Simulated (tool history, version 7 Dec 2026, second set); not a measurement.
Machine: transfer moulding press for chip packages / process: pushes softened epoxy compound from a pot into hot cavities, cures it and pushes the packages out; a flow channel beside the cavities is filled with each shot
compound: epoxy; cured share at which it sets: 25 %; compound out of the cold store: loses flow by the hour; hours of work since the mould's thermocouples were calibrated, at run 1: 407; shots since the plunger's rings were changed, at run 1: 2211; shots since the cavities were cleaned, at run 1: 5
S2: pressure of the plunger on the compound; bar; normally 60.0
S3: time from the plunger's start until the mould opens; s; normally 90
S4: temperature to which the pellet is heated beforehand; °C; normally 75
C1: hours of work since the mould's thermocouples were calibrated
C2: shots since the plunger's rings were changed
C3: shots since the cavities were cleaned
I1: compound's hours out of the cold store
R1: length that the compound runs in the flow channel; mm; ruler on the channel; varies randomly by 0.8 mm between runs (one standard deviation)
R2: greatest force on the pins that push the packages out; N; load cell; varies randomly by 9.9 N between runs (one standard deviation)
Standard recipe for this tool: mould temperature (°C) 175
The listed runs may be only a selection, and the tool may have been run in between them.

run 1 hour=0.0 | mould_temperature_(°C)=175 S2=60.0 S3=90 S4=75 | C1=407 C2=2211 C3=5 | I1=17.8 | R1=580.6 R2=473
run 2 hour=17.7 | mould_temperature_(°C)=175 S2=60.0 S3=90 S4=75 | C1=417 C2=2409 C3=203 | I1=36.8 | R1=516.7 R2=569
-- hour=29.7 plunger's sealing rings changed
run 3 hour=37.2 | mould_temperature_(°C)=175 S2=60.0 S3=90 S4=75 | C1=426 C2=83 C3=392 | I1=29.2 | R1=551.3 R2=677
run 4 hour=51.4 | mould_temperature_(°C)=175 S2=60.0 S3=90 S4=75 | C1=434 C2=241 C3=550 | I1=38.3 | R1=522.1 R2=723
-- hour=56.6 cavities cleaned with cleaning compound and waxed
run 5 hour=64.0 | mould_temperature_(°C)=175 S2=60.0 S3=90 S4=75 | C1=440 C2=365 C3=82 | I1=18.9 | R1=586.5 R2=525
run 6 hour=78.1 | mould_temperature_(°C)=175 S2=60.0 S3=90 S4=75 | C1=448 C2=523 C3=240 | I1=9.0 | R1=622.1 R2=673
run 7 hour=95.5 | mould_temperature_(°C)=175 S2=60.0 S3=90 S4=75 | C1=458 C2=717 C3=434 | I1=41.4 | R1=510.8 R2=670
-- hour=111.6 cavities cleaned with cleaning compound and waxed
run 8 hour=113.8 | mould_temperature_(°C)=175 S2=60.0 S3=90 S4=75 | C1=468 C2=905 C3=25 | I1=43.3 | R1=501.9 R2=456
run 9 hour=127.8 | mould_temperature_(°C)=175 S2=60.0 S3=90 S4=75 | C1=475 C2=1061 C3=181 | I1=47.4 | R1=490.2 R2=542
run 10 hour=139.2 | mould_temperature_(°C)=175 S2=60.0 S3=90 S4=75 | C1=482 C2=1188 C3=308 | I1=47.4 | R1=490.0 R2=611
run 11 hour=156.8 | mould_temperature_(°C)=175 S2=60.0 S3=90 S4=75 | C1=492 C2=1385 C3=505 | I1=10.9 | R1=609.7 R2=744
-- hour=166.4 cavities cleaned with cleaning compound and waxed
run 12 hour=166.4 | mould_temperature_(°C)=175 S2=60.0 S3=90 S4=73 | C1=496 C2=1475 C3=0 | I1=23.0 | R1=565.1 R2=463
run 13 hour=182.1 | mould_temperature_(°C)=175 S2=60.0 S3=90 S4=73 | C1=505 C2=1651 C3=176 | I1=25.2 | R1=557.9 R2=565
run 14 hour=195.7 | mould_temperature_(°C)=180 S2=60.0 S3=90 S4=73 | C1=513 C2=1803 C3=328 | I1=43.1 | R1=491.0 R2=543
run 15 hour=212.1 | mould_temperature_(°C)=180 S2=64.1 S3=118 S4=78 | C1=522 C2=1985 C3=510 | I1=19.7 | R1=582.7 R2=570

The next listed run, before its measurement:
-- hour=221.5 cavities cleaned with cleaning compound and waxed
run 16 hour=228.7 | mould_temperature_(°C)=173 S2=60.0 S3=94 S4=67 | C1=530 C2=2154 C3=80 | I1=34.9 | R1=? R2=?

{"run 16": {"R1": 526.1, "R2": 515}}
The same run, on a tool lacking any hidden state, would have yielded R1 540.7 mm, R2 479 N.
